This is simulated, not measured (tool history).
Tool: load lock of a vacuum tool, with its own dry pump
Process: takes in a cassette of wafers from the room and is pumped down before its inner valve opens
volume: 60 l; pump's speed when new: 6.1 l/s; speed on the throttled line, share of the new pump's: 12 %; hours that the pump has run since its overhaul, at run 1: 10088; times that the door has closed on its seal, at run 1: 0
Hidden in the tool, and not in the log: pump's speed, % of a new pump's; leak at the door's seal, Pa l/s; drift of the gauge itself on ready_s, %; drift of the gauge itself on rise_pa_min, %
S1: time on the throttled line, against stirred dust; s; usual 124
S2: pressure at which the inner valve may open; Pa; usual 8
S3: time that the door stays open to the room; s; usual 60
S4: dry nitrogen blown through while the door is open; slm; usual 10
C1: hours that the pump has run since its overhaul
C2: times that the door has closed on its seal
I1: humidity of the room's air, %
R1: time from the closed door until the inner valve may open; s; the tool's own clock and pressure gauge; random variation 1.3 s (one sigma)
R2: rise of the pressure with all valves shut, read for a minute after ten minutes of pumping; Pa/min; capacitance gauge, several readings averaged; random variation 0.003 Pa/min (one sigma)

| run | day | S1 | S2 | S3 | S4 | C1 | C2 | I1 | R1 | R2 |
|---|---|---|---|---|---|---|---|---|---|---|
| 1 | 0.000 | 124 | 8 | 60 | 10 | 10088 | 0 | 45.7 | 219.3 | 0.023 |
| 2 | 22.558 | 124 | 8 | 60 | 10 | 10629 | 1906 | 43.7 | 221.1 | 0.027 |
| 3 | 33.454 | 124 | 8 | 60 | 10 | 10891 | 2827 | 43.9 | 219.5 | 0.032 |
| 4 | 59.879 | 124 | 8 | 60 | 10 | 11525 | 5059 | 41.4 | 221.0 | 0.039 |
| 5 | 80.258 | 124 | 8 | 34 | 10 | 12014 | 6781 | 43.1 | 221.9 | 0.040 |
| 6 | 91.612 | 124 | 14 | 60 | 10 | 12286 | 7740 | 43.3 | 218.1 | 0.053 |
| 7 | 112.092 | 124 | 8 | 60 | 10 | 12778 | 9471 | 41.2 | 223.7 | 0.058 |
| 8 | 131.012 | 124 | 12 | 60 | 10 | 13232 | 11069 | 41.3 | 219.7 | 0.065 |
|  | 141.596 | dry pump taken out, an overhauled one fitted |
| 9 | 143.046 | 127 | 10 | 60 | 10 | 35 | 12065 | 42.9 | 204.9 | 0.072 |
| 10 | 158.046 | 124 | 8 | 30 | 10 | 395 | 13332 | 43.8 | 201.4 | 0.072 |
| 11 | 174.188 | 124 | 8 | 30 | 10 | 782 | 14696 | 43.8 | 205.0 | 0.085 |
| 12 | 185.125 | 72 | 8 | 60 | 18 | 1045 | 15620 | 45.3 | 158.9 | 0.085 |
| 13 | 207.679 | 124 | 8 | 34 | 10 | 1586 | 17525 | 46.1 | 203.6 | 0.103 |

Forecast each of these 4 alternatives for the next run:
| A | 225.612 | 241 | 7 | 60 | 10 | 2016 | 19040 | 43.0 | ? | ? |
| B | 225.612 | 124 | 10 | 60 | 5 | 2016 | 19040 | 48.4 | ? | ? |
| C | 225.612 | 124 | 12 | 40 | 29 | 2016 | 19040 | 44.2 | ? | ? |
| D | 225.612 | 124 | 12 | 109 | 13 | 2016 | 19040 | 47.7 | ? | ? |

| run | R1 | R2 |
|---|---|---|
| A | 309.8 | 0.112 |
| B | 204.6 | 0.128 |
| C | 203.0 | 0.104 |
| D | 202.4 | 0.122 |
Without the tool's hidden state the same runs would have given:
| run | R1 | R2 |
|---|---|---|
| A | 307.1 | 0.020 |
| B | 201.7 | 0.035 |
| C | 200.1 | 0.011 |
| D | 199.6 | 0.031 |
